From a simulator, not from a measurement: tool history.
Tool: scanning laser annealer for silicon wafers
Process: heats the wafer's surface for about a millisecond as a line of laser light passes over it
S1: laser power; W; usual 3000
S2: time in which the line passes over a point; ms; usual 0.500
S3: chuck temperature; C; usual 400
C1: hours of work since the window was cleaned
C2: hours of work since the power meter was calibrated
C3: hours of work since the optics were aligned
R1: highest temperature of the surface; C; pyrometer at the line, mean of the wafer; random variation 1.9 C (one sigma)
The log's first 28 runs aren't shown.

run     day    S1     S2   S3   C1   C2   C3    R1
 29  18.338  2654  0.500  390  216  409  165  1061
 30  19.162  2654  0.500  390  228  421  177  1063
 31  19.917  2654  0.465  368  239  432  188  1014
 32  20.396  2654  0.465  368  245  439  195  1012
 33  20.933  3252  0.465  368  253  446  202  1200
 34  21.329  3252  0.465  368  259  452  208  1198
 35  21.912  2603  0.411  405  267  460  216   992
 36  22.371  2856  0.500  400  274  467  223  1138
 37  22.888  2856  0.500  400  281  474  230  1138
 38  23.671  2856  0.500  400  292  486  241  1140
 39  24.283  2856  0.500  400  301  494  250  1137
 40  24.792  2856  0.500  400  308  502  258  1136
     25.396  -- window over the wafer cleaned
 41  25.604  3119  0.603  394    3  512  268  1316
 42  26.217  2996  0.473  370   12  521  277  1126

3 ways to go on from here, each from the tool as it stands after run 42. What would each give?
  A  26.662  2979  0.578  410  18  527  283   ?
  B  26.662  2996  0.393  370  18  527  283   ?
  C  26.662  2996  0.582  383  18  527  283   ?

run    R1
  A  1261
  B  1051
  C  1241
Without the tool's hidden state the same runs would have given:
run    R1
  A  1261
  B  1052
  C  1241

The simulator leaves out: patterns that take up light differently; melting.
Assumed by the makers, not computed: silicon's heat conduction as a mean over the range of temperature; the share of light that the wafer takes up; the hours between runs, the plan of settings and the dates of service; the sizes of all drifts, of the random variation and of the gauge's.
